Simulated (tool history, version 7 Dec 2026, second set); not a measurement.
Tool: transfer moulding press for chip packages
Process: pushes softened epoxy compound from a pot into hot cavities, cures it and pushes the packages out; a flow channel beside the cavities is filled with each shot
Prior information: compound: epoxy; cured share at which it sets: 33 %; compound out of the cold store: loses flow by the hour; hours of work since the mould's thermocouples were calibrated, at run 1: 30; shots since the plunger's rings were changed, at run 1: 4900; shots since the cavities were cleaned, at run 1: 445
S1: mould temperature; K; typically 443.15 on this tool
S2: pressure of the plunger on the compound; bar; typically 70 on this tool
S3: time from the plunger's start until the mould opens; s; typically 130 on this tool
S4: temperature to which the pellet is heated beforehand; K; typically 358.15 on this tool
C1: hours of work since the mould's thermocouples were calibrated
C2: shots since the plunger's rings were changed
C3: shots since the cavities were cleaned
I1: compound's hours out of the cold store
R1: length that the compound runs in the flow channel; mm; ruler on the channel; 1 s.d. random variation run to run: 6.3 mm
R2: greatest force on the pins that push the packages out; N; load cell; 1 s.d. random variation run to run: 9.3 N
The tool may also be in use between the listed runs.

run,hour,S1,S2,S3,S4,C1,C2,C3,I1,R1,R2
1,0,443.15,70,130,358.15,30,4900,445,23,628,751
2,7.9,443.15,70,130,358.15,35,4976,521,43.2,556,757
# hour 14.8: cavities cleaned with cleaning compound and waxed
3,22.3,443.15,70,130,358.15,44,5101,73,35.7,588,875
4,35.8,443.15,70,146,358.15,53,5230,202,9,662,816
5,45.6,443.15,70,146,358.15,59,5324,296,12.3,659,810
6,53,437.15,70,130,358.15,64,5395,367,37.3,593,1147
7,63.1,443.15,70,130,358.15,70,5493,465,46.2,545,842
8,72.6,443.15,70,130,358.15,77,5584,556,33,589,854
# hour 75.4: cavities cleaned with cleaning compound and waxed
9,85.3,443.15,70,130,365.15,84,5692,96,12.9,646,536
# hour 95.4: cavities cleaned with cleaning compound and waxed, once more
10,97,443.15,70,130,365.15,91,5789,15,12.1,633,466
# hour 102.9: plunger's sealing rings changed
11,111.8,443.15,70,130,365.15,99,85,133,47.8,606,572
12,125.4,443.15,70,130,365.15,107,217,265,34.8,637,650
13,139.5,443.15,70,130,365.15,117,352,400,19.6,685,711
14,151.5,443.15,70,130,358.15,124,468,516,46.6,599,750
# hour 158.6: cavities cleaned with cleaning compound and waxed
15,165.6,437.15,57.9,142,354.15,133,589,68,25.1,629,614
16,177.6,437.15,57.9,142,354.15,140,704,183,47.6,559,704
17,185.7,443.15,67.1,150,358.15,146,782,261,43,600,614
18,195.9,446.15,70,130,358.15,152,880,359,37.8,612,646

Run 19 comes next. What will it give?
19,203.6,443.15,61.4,130,366.15,157,954,433,41.7,?,?

Run 19 measured R1 573 mm, R2 698 N.
Minus the tool's unlogged condition, the same run would have read R1 583 mm, R2 400 N.
